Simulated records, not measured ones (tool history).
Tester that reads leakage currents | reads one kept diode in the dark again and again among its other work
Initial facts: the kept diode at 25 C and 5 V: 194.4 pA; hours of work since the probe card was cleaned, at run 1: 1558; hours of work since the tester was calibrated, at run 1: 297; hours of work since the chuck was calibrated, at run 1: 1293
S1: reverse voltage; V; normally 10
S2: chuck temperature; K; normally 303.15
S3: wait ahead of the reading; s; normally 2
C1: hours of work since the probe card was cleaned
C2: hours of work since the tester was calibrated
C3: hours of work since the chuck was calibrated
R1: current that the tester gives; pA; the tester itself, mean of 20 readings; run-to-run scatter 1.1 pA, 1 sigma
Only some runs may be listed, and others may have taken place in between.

run   hour   S1      S2    S3    C1   C2    C3      R1
  1      0   10  303.15     2  1558  297  1293  377.44
  2   80.8   10  303.15     2  1606  344  1341  377.85
  3  223.1   10  303.15     2  1690  429  1425  376.45
  4  317.9   10  303.15     2  1746  485  1481  379.67
       378  -- probe card cleaned and baked
  5    407   10  303.15     2    17  536  1532  377.24
  6  535.3  2.9  303.15  1.88    93  612  1608  221.88
  7  616.3  8.6  303.15  3.16   141  660  1656  353.37
  8  741.5  8.6  303.15  3.16   215  734  1730  353.32
  9  842.1  8.6  303.15  3.16   275  794  1790  353.72
 10  905.6  8.6  303.15  3.16   313  831  1827  351.02

Consider 5 possible next runs. They are alternatives, not a sequence: every one starts from the tool as it was left by run 10. What does each give?
  A  991.2  1.1  294.15  1.35  363  882  1878   ?
  B  991.2  2.7  303.15  3.16  363  882  1878   ?
  C  991.2   10  303.15  3.03  363  882  1878   ?
  D  991.2  8.6  302.15  0.45  363  882  1878   ?
  E  991.2  1.4  303.15  0.86  363  882  1878   ?

run      R1
  A   75.98
  B  215.16
  C  379.68
  D  333.53
  E  163.28
What these runs would have given with no unlogged condition in the tool:
run      R1
  A   75.85
  B  214.83
  C  379.07
  D     333
  E  163.03
